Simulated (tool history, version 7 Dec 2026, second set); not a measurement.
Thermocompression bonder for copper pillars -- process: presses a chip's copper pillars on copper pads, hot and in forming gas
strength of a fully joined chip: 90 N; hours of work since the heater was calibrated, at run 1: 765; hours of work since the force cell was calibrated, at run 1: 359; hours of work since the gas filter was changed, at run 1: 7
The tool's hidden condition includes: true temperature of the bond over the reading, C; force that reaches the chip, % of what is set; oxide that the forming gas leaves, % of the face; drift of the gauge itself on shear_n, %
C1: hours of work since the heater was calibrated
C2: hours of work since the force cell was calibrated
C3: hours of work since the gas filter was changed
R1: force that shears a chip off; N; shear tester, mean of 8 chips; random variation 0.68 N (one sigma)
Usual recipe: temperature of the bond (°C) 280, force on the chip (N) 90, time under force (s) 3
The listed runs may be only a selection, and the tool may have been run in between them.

{"run": 1, "day": 0.0, "temperature of the bond (°C)": 280, "force on the chip (N)": 90, "time under force (s)": 3, "C1": 765, "C2": 359, "C3": 7, "R1": 63.6}
{"run": 2, "day": 3.346, "temperature of the bond (°C)": 280, "force on the chip (N)": 90, "time under force (s)": 3, "C1": 797, "C2": 391, "C3": 39, "R1": 63.9}
{"run": 3, "day": 7.283, "temperature of the bond (°C)": 280, "force on the chip (N)": 90, "time under force (s)": 3, "C1": 835, "C2": 429, "C3": 77, "R1": 63.8}
{"run": 4, "day": 9.475, "temperature of the bond (°C)": 280, "force on the chip (N)": 90, "time under force (s)": 3, "C1": 856, "C2": 451, "C3": 98, "R1": 61.8}
{"run": 5, "day": 11.371, "temperature of the bond (°C)": 280, "force on the chip (N)": 90, "time under force (s)": 3, "C1": 874, "C2": 469, "C3": 117, "R1": 61.1}
{"run": 6, "day": 14.375, "temperature of the bond (°C)": 280, "force on the chip (N)": 90, "time under force (s)": 3, "C1": 903, "C2": 498, "C3": 146, "R1": 61.1}
{"run": 7, "day": 18.067, "temperature of the bond (°C)": 280, "force on the chip (N)": 90, "time under force (s)": 6, "C1": 939, "C2": 533, "C3": 181, "R1": 69.9}
{"day": 20.467, "done": "forming gas filter changed"}
{"run": 8, "day": 20.921, "temperature of the bond (°C)": 302, "force on the chip (N)": 90, "time under force (s)": 3, "C1": 966, "C2": 561, "C3": 4, "R1": 76}
{"run": 9, "day": 23.521, "temperature of the bond (°C)": 302, "force on the chip (N)": 90, "time under force (s)": 3, "C1": 991, "C2": 586, "C3": 29, "R1": 76}
{"run": 10, "day": 26.488, "temperature of the bond (°C)": 302, "force on the chip (N)": 90, "time under force (s)": 3, "C1": 1020, "C2": 614, "C3": 58, "R1": 76.6}
{"run": 11, "day": 29.225, "temperature of the bond (°C)": 280, "force on the chip (N)": 90, "time under force (s)": 3, "C1": 1046, "C2": 641, "C3": 85, "R1": 62.8}
{"run": 12, "day": 32.383, "temperature of the bond (°C)": 280, "force on the chip (N)": 90, "time under force (s)": 3, "C1": 1077, "C2": 671, "C3": 115, "R1": 62.7}
{"run": 13, "day": 36.292, "temperature of the bond (°C)": 280, "force on the chip (N)": 90, "time under force (s)": 3, "C1": 1115, "C2": 709, "C3": 153, "R1": 62.9}
{"run": 14, "day": 39.442, "temperature of the bond (°C)": 280, "force on the chip (N)": 90, "time under force (s)": 3, "C1": 1145, "C2": 739, "C3": 183, "R1": 60.8}
{"day": 39.679, "done": "force cell calibrated"}
{"day": 41.812, "done": "forming gas filter changed"}
{"run": 15, "day": 42.133, "temperature of the bond (°C)": 280, "force on the chip (N)": 90, "time under force (s)": 3, "C1": 1170, "C2": 23, "C3": 3, "R1": 66.6}
{"run": 16, "day": 44.196, "temperature of the bond (°C)": 280, "force on the chip (N)": 90, "time under force (s)": 3, "C1": 1190, "C2": 43, "C3": 23, "R1": 66.2}
{"run": 17, "day": 47.708, "temperature of the bond (°C)": 280, "force on the chip (N)": 90, "time under force (s)": 3, "C1": 1224, "C2": 77, "C3": 57, "R1": 64.7}
{"run": 18, "day": 49.771, "temperature of the bond (°C)": 280, "force on the chip (N)": 90, "time under force (s)": 3, "C1": 1244, "C2": 97, "C3": 77, "R1": 63.2}
{"day": 52.292, "done": "force cell calibrated, once more"}
{"run": 19, "day": 52.583, "temperature of the bond (°C)": 280, "force on the chip (N)": 90, "time under force (s)": 3, "C1": 1270, "C2": 3, "C3": 103, "R1": 65.1}
{"run": 20, "day": 55.025, "temperature of the bond (°C)": 280, "force on the chip (N)": 90, "time under force (s)": 3, "C1": 1294, "C2": 26, "C3": 127, "R1": 63.7}
{"run": 21, "day": 57.438, "temperature of the bond (°C)": 261, "force on the chip (N)": 90, "time under force (s)": 2, "C1": 1317, "C2": 50, "C3": 150, "R1": 44}
{"run": 22, "day": 60.429, "temperature of the bond (°C)": 307, "force on the chip (N)": 90, "time under force (s)": 9, "C1": 1346, "C2": 79, "C3": 179, "R1": 78.5}
{"run": 23, "day": 62.746, "temperature of the bond (°C)": 307, "force on the chip (N)": 90, "time under force (s)": 9, "C1": 1368, "C2": 101, "C3": 201, "R1": 79.3}
{"day": 63.033, "done": "forming gas filter changed"}
{"run": 24, "day": 66.342, "temperature of the bond (°C)": 307, "force on the chip (N)": 90, "time under force (s)": 9, "C1": 1403, "C2": 135, "C3": 32, "R1": 87.6}
{"run": 25, "day": 70.271, "temperature of the bond (°C)": 307, "force on the chip (N)": 90, "time under force (s)": 9, "C1": 1441, "C2": 173, "C3": 70, "R1": 86.3}
{"run": 26, "day": 72.762, "temperature of the bond (°C)": 303, "force on the chip (N)": 94, "time under force (s)": 5, "C1": 1465, "C2": 197, "C3": 94, "R1": 80.5}
{"run": 27, "day": 75.2, "temperature of the bond (°C)": 303, "force on the chip (N)": 94, "time under force (s)": 5, "C1": 1488, "C2": 221, "C3": 117, "R1": 81.2}
{"run": 28, "day": 78.154, "temperature of the bond (°C)": 280, "force on the chip (N)": 91, "time under force (s)": 4, "C1": 1517, "C2": 249, "C3": 146, "R1": 66.8}
{"run": 29, "day": 81.454, "temperature of the bond (°C)": 280, "force on the chip (N)": 91, "time under force (s)": 4, "C1": 1549, "C2": 281, "C3": 178, "R1": 66.2}
{"day": 84.346, "done": "forming gas filter changed"}
{"run": 30, "day": 84.854, "temperature of the bond (°C)": 307, "force on the chip (N)": 71, "time under force (s)": 3, "C1": 1581, "C2": 314, "C3": 5, "R1": 74.7}
{"day": 86.571, "done": "heater calibrated with a thermocouple chip"}
{"run": 31, "day": 88.192, "temperature of the bond (°C)": 280, "force on the chip (N)": 90, "time under force (s)": 3, "C1": 16, "C2": 345, "C3": 36, "R1": 60.2}
{"run": 32, "day": 90.067, "temperature of the bond (°C)": 280, "force on the chip (N)": 90, "time under force (s)": 3, "C1": 34, "C2": 363, "C3": 54, "R1": 60.4}
{"run": 33, "day": 93.638, "temperature of the bond (°C)": 280, "force on the chip (N)": 90, "time under force (s)": 3, "C1": 68, "C2": 398, "C3": 89, "R1": 59.8}
{"run": 34, "day": 96.517, "temperature of the bond (°C)": 280, "force on the chip (N)": 77, "time under force (s)": 5, "C1": 96, "C2": 426, "C3": 117, "R1": 61}
{"run": 35, "day": 99.421, "temperature of the bond (°C)": 280, "force on the chip (N)": 88, "time under force (s)": 2, "C1": 124, "C2": 454, "C3": 145, "R1": 50.9}
{"run": 36, "day": 101.925, "temperature of the bond (°C)": 285, "force on the chip (N)": 61, "time under force (s)": 3, "C1": 148, "C2": 478, "C3": 169, "R1": 48.4}
{"day": 105.7, "done": "forming gas filter changed"}
{"run": 37, "day": 105.9, "temperature of the bond (°C)": 285, "force on the chip (N)": 61, "time under force (s)": 3, "C1": 186, "C2": 516, "C3": 2, "R1": 52.6}
{"run": 38, "day": 108.533, "temperature of the bond (°C)": 280, "force on the chip (N)": 90, "time under force (s)": 5, "C1": 212, "C2": 541, "C3": 27, "R1": 70.4}
{"run": 39, "day": 110.371, "temperature of the bond (°C)": 262, "force on the chip (N)": 65, "time under force (s)": 4, "C1": 229, "C2": 559, "C3": 45, "R1": 43.8}

3 ways to go on from here, each from the tool as it stands after run 39. What would each give?
{"run": "A", "day": 112.375, "temperature of the bond (°C)": 303, "force on the chip (N)": 102, "time under force (s)": 6, "C1": 249, "C2": 578, "C3": 64, "R1": "?"}
{"run": "B", "day": 112.375, "temperature of the bond (°C)": 288, "force on the chip (N)": 87, "time under force (s)": 3, "C1": 249, "C2": 578, "C3": 64, "R1": "?"}
{"run": "C", "day": 112.375, "temperature of the bond (°C)": 280, "force on the chip (N)": 90, "time under force (s)": 5, "C1": 249, "C2": 578, "C3": 64, "R1": "?"}

run=A R1=83.5
run=B R1=64.9
run=C R1=68.6
What these runs would have given with no unlogged condition in the tool:
run=A R1=85.4
run=B R1=65.1
run=C R1=69

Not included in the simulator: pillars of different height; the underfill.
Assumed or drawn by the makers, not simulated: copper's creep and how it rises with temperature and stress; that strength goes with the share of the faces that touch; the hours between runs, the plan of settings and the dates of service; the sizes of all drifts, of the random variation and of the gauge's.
